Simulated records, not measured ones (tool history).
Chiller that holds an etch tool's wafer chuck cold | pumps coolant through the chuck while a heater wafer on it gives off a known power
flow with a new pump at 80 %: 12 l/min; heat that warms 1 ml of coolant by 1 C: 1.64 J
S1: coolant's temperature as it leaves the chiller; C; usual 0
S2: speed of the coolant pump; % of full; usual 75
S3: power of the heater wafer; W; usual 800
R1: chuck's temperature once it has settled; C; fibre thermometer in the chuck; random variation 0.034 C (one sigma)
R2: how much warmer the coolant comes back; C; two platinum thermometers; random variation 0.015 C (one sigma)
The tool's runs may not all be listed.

run,day,S1,S2,S3,R1,R2
1,0.000,0,75,800,5.70,2.70
2,1.888,0,75,800,5.80,2.68
3,3.800,0,75,800,5.74,2.69
# day 4.396: coolant changed, channels flushed
4,5.771,0,61,800,6.02,3.39
5,7.858,0,61,1095,8.30,4.62
6,9.262,0,61,1095,8.35,4.62
7,10.504,0,61,1095,8.35,4.64
8,11.717,0,61,1095,8.38,4.65
9,13.917,0,75,800,5.37,2.70
10,15.221,0,75,800,5.25,2.72
11,17.662,6,75,800,11.29,2.70
12,19.942,6,75,800,11.28,2.70
13,21.271,0,75,800,5.35,2.71
14,23.496,-6,75,800,-0.70,2.73
15,25.175,0,75,800,5.31,2.70
16,27.571,-8,75,800,-2.67,2.70
17,29.708,-8,75,800,-2.68,2.70
18,31.821,-3,75,1170,4.86,4.01
19,33.225,2,75,466,5.04,1.57
20,35.367,4,72,1178,12.10,4.23
21,37.321,-7,62,1100,1.42,4.63
22,38.821,-7,62,477,-3.42,2.03
23,41.025,-9,100,936,-3.80,2.32
24,43.633,0,81,800,5.08,2.53
25,45.388,0,81,800,5.18,2.52
26,47.621,0,75,754,5.04,2.57
27,49.196,0,75,754,5.08,2.59
28,51.204,0,79,920,6.03,2.98
29,52.921,-6,64,1058,2.01,4.36

5 ways to go on from here, each from the tool as it stands after run 29. What would each give?
A,54.846,0,100,1007,?,?
B,54.846,0,78,1171,?,?
C,54.846,6,64,587,?,?
D,54.846,6,64,948,?,?
E,54.846,-6,62,422,?,?

run,R1,R2
A,5.67,2.52
B,7.81,3.87
C,10.41,2.43
D,13.20,3.93
E,-2.81,1.80
Without the tool's hidden state the same runs would have given:
run,R1,R2
A,5.51,2.39
B,7.51,3.67
C,10.34,2.30
D,12.95,3.72
E,-2.80,1.70

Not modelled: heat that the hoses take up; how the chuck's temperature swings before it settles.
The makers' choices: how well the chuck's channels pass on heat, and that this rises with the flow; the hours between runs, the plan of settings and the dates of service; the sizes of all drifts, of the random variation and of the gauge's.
